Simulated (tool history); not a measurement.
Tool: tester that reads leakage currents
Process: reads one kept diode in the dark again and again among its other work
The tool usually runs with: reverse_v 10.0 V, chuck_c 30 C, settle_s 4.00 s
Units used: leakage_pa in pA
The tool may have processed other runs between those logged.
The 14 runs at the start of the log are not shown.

run	hour	reverse_v	chuck_c	settle_s	leakage_pa
15	371.8	10.0	30	0.77	383.54
16	402.8	10.0	30	0.77	381.87
17	433.0	6.2	28	7.86	261.75
18	452.6	6.2	28	7.86	262.11
19	479.9	7.2	27	1.47	254.81
20	500.3	7.2	27	0.78	255.92
21	526.0	7.2	26	0.78	232.39
22	541.2	1.8	29	0.78	174.27
23	557.7	1.8	48	0.78	873.24
24	592.7	1.8	48	0.78	874.54
25	625.3	3.9	22	0.64	125.03
26	640.4	10.0	35	1.12	594.82
27	657.0	2.3	21	6.40	91.67
28	688.6	3.8	25	6.40	162.66
29	706.3	7.2	30	4.00	334.57
30	732.4	7.2	27	4.00	255.35
31	752.3	7.2	27	4.00	255.70

Consider 4 possible next runs. They are alternatives, not a sequence: every one starts from the tool as it was left by run 31. What does each give?
A	785.2	3.2	48	4.00	?
B	785.2	1.4	30	1.12	?
C	785.2	2.3	52	2.45	?
D	785.2	2.3	21	0.59	?

run	leakage_pa
A	1112.78
B	171.60
C	1324.15
D	91.84
Had the tool no hidden state, the same runs would have come out as:
run	leakage_pa
A	1113.18
B	171.66
C	1324.62
D	91.87
